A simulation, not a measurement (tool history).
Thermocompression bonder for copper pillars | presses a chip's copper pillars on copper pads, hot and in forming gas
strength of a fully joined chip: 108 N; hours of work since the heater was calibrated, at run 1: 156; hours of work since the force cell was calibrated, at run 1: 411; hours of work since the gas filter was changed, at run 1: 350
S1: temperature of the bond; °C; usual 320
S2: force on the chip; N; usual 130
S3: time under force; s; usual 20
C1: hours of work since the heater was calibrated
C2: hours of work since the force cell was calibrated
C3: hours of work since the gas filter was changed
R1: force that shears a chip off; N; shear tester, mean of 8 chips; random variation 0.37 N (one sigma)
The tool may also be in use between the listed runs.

run     day   S1   S2  S3   C1   C2   C3    R1
  1   0.000  320  130  20  156  411  350  44.7
  2   1.596  320  130  20  187  441  380  45.5
  3   2.508  320  130  20  204  459  397  44.6
  4   4.442  320  130  20  241  495  434  44.7
      4.808  -- forming gas filter changed
  5   6.004  320  156  20  270  525   23  56.4
  6   7.792  320  156  19  304  559   57  55.8
  7   9.042  320  130  20  328  582   80  48.4
  8  10.112  320  130  20  348  603  101  49.1
  9  11.175  320  130  20  368  623  121  48.7
     11.338  -- force cell calibrated
 10  12.396  320  130  20  390   20  143  46.8
 11  13.733  320  130  20  416   46  169  46.7
     15.371  -- force cell calibrated, once more
 12  15.762  337   80  48  453    7  206  53.7
 13  16.762  337  176  48  472   26  225  86.1
 14  18.108  320   97  12  498   52  251  31.3
 15  19.662  320   86  12  527   82  280  28.2
 16  20.571  338  136  20  545   99  297  60.4
 17  22.642  309  143  12  584  138  337  39.8

Forecast run 18:
 18  23.992  309  143  12  610  164  362   ?

{"run 18": {"R1": 40.2}}
Without the tool's hidden state the same run would have given R1 39.5 N.
